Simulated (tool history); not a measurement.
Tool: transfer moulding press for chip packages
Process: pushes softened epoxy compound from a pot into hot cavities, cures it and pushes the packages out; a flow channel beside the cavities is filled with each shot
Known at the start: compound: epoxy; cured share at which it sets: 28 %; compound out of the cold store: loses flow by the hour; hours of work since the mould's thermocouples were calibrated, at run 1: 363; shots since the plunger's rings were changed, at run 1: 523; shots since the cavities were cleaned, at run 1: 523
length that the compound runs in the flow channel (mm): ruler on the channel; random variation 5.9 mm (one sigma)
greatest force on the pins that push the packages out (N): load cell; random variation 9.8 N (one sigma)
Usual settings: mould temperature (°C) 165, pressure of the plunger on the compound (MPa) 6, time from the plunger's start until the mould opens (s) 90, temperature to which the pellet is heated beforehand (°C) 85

run   hour  mould temperature (°C)  pressure of the plunger on the compound (MPa)  time from the plunger's start until the mould opens (s)  temperature to which the pellet is heated beforehand (°C)  hours of work since the mould's thermocouples were calibrated  shots since the plunger's rings were changed  shots since the cavities were cleaned  incoming compound's hours out of the cold store  length that the compound runs in the flow channel (mm)  greatest force on the pins that push the packages out (N)
  1      0                     165                                              6                                                       90                                                         85                                                            363                                           523                                    523                                             14.4                                                     895                                                        614
  2     10                     165                                           4.87                                                       90                                                         85                                                            368                                           617                                    617                                             11.8                                                     811                                                        637
  3   22.1                     165                                              6                                                       89                                                         85                                                            374                                           730                                    730                                             23.7                                                     870                                                        669
  4   39.8                     165                                              6                                                       89                                                         85                                                            383                                           895                                    895                                             40.5                                                     812                                                        641
      43.3  -- cavities cleaned with cleaning compound and waxed
  5   54.3                     165                                              6                                                       89                                                         85                                                            390                                          1017                                    104                                               42                                                     823                                                        508
  6   68.8                     165                                              6                                                       89                                                         85                                                            397                                          1152                                    239                                             24.7                                                     863                                                        572
  7   83.6                     165                                           6.11                                                       90                                                         85                                                            405                                          1290                                    377                                             25.5                                                     861                                                        598
  8    105                     165                                           6.11                                                       90                                                         85                                                            416                                          1490                                    577                                             18.3                                                     890                                                        640
  9  117.7                     165                                           6.11                                                       90                                                         93                                                            422                                          1610                                    697                                             20.9                                                     862                                                        652
 10  131.2                     165                                              6                                                       90                                                         85                                                            429                                          1736                                    823                                             26.1                                                     842                                                        670
     142.2  -- cavities cleaned with cleaning compound and waxed
 11  142.5                     165                                           4.54                                                       90                                                         85                                                            434                                          1827                                      2                                             13.6                                                     769                                                        477
 12  161.9                     165                                           5.91                                                       77                                                         85                                                            444                                          2009                                    184                                              8.1                                                     895                                                        737
 13  175.5                     165                                           5.91                                                       77                                                         85                                                            451                                          2136                                    311                                             40.6                                                     794                                                        756
 14  191.1                     159                                           5.65                                                      124                                                         85                                                            459                                          2282                                    457                                             37.6                                                     811                                                        540
     194.2  -- mould's thermocouples calibrated
 15    210                     166                                           5.54                                                      124                                                         85                                                              8                                          2440                                    615                                             15.6                                                     840                                                        511
 16  224.6                     168                                           5.08                                                       83                                                         94                                                             16                                          2577                                    752                                             30.8                                                     746                                                        640
 17    238                     165                                           4.59                                                       90                                                         84                                                             22                                          2702                                    877                                             16.4                                                     763                                                        677
     243.5  -- cavities cleaned with cleaning compound and waxed
 18  260.1                     161                                           6.68                                                       74                                                         92                                                             33                                          2895                                    156                                             23.6                                                     902                                                       1033
 19  278.5                     161                                           6.68                                                       74                                                         92                                                             42                                          3067                                    328                                             28.3                                                     882                                                       1119
     290.5  -- mould's thermocouples calibrated, once more
 20  296.7                     158                                           5.38                                                       74                                                         92                                                              3                                          3218                                    479                                             15.7                                                     846                                                       1316
 21  310.9                     159                                            6.7                                                      104                                                         87                                                             10                                          3351                                    612                                             25.8                                                     898                                                        655
 22  326.5                     159                                           7.13                                                      104                                                         90                                                             18                                          3497                                    758                                             10.9                                                     966                                                        713

Forecast each of these 4 alternatives for the next run:
  A  339.5                     159                                           7.13                                                      104                                                         77                                                             25                                          3618                                    879                                             43.2                                                       ?                                                          ?
  B  339.5                     165                                              6                                                       90                                                         81                                                             25                                          3618                                    879                                               26                                                       ?                                                          ?
  C  339.5                     165                                              6                                                      122                                                         85                                                             25                                          3618                                    879                                             25.7                                                       ?                                                          ?
  D  339.5                     159                                           5.48                                                      114                                                         75                                                             25                                          3618                                    879                                               46                                                       ?                                                          ?

run  length that the compound runs in the flow channel (mm)  greatest force on the pins that push the packages out (N)
  A                                                     864                                                        707
  B                                                     828                                                        641
  C                                                     816                                                        543
  D                                                     749                                                        625
Without the tool's hidden state the same runs would have given:
run  length that the compound runs in the flow channel (mm)  greatest force on the pins that push the packages out (N)
  A                                                     919                                                        503
  B                                                     880                                                        457
  C                                                     868                                                        384
  D                                                     797                                                        443

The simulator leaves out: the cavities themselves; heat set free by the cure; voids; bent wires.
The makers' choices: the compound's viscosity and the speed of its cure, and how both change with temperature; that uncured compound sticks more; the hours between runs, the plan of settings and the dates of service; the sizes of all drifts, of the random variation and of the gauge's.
